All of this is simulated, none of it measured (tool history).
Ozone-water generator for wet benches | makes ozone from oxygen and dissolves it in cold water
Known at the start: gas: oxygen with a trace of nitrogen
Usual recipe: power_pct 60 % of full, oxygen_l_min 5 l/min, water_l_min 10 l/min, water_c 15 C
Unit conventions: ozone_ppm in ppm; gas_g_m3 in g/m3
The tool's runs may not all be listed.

run 1 hour=0 | power_pct=60 oxygen_l_min=5 water_l_min=10 water_c=15 | ozone_ppm=25.7 gas_g_m3=169.8
run 2 hour=51.6 | power_pct=60 oxygen_l_min=5 water_l_min=10 water_c=15 | ozone_ppm=25.8 gas_g_m3=169.6
run 3 hour=114.9 | power_pct=60 oxygen_l_min=5 water_l_min=10 water_c=15 | ozone_ppm=25.3 gas_g_m3=170.9
run 4 hour=219.3 | power_pct=60 oxygen_l_min=5 water_l_min=10 water_c=15 | ozone_ppm=25.8 gas_g_m3=171.5
run 5 hour=285.8 | power_pct=60 oxygen_l_min=5 water_l_min=10 water_c=10 | ozone_ppm=28 gas_g_m3=169
run 6 hour=348 | power_pct=60 oxygen_l_min=5 water_l_min=10 water_c=15 | ozone_ppm=26 gas_g_m3=170
run 7 hour=425.5 | power_pct=60 oxygen_l_min=5 water_l_min=10 water_c=15 | ozone_ppm=25.6 gas_g_m3=171.4
run 8 hour=538.4 | power_pct=60 oxygen_l_min=5 water_l_min=6 water_c=15 | ozone_ppm=33.1 gas_g_m3=170.6
run 9 hour=601.7 | power_pct=63 oxygen_l_min=5 water_l_min=8 water_c=9 | ozone_ppm=34.1 gas_g_m3=178
run 10 hour=699.6 | power_pct=63 oxygen_l_min=5 water_l_min=8 water_c=9 | ozone_ppm=33.7 gas_g_m3=177.7
run 11 hour=798.6 | power_pct=63 oxygen_l_min=5 water_l_min=8 water_c=9 | ozone_ppm=34.2 gas_g_m3=177.7
run 12 hour=867.6 | power_pct=60 oxygen_l_min=5.04 water_l_min=10 water_c=8 | ozone_ppm=29.1 gas_g_m3=169.3
run 13 hour=924 | power_pct=60 oxygen_l_min=6.14 water_l_min=10 water_c=11 | ozone_ppm=28.2 gas_g_m3=160.1
run 14 hour=999.2 | power_pct=47 oxygen_l_min=3.62 water_l_min=6 water_c=7 | ozone_ppm=31 gas_g_m3=154.6

3 ways to go on from here, each from the tool as it stands after run 14. What would each give?
-- hour=1101.5 electrodes of the discharge changed
run A hour=1113.6 | power_pct=91 oxygen_l_min=5 water_l_min=12 water_c=15 | ozone_ppm=? gas_g_m3=?
-- hour=1101.5 electrodes of the discharge changed
run B hour=1113.6 | power_pct=47 oxygen_l_min=3.08 water_l_min=11 water_c=8 | ozone_ppm=? gas_g_m3=?
-- hour=1101.5 electrodes of the discharge changed
run C hour=1113.6 | power_pct=85 oxygen_l_min=7.82 water_l_min=6 water_c=21 | ozone_ppm=? gas_g_m3=?

run=A ozone_ppm=32.8 gas_g_m3=239.4
run=B ozone_ppm=19.8 gas_g_m3=161.5
run=C ozone_ppm=37.3 gas_g_m3=199.4
What these runs would have given with no unlogged condition in the tool:
run=A ozone_ppm=32.9 gas_g_m3=237.1
run=B ozone_ppm=19.9 gas_g_m3=159.9
run=C ozone_ppm=37.3 gas_g_m3=197.4
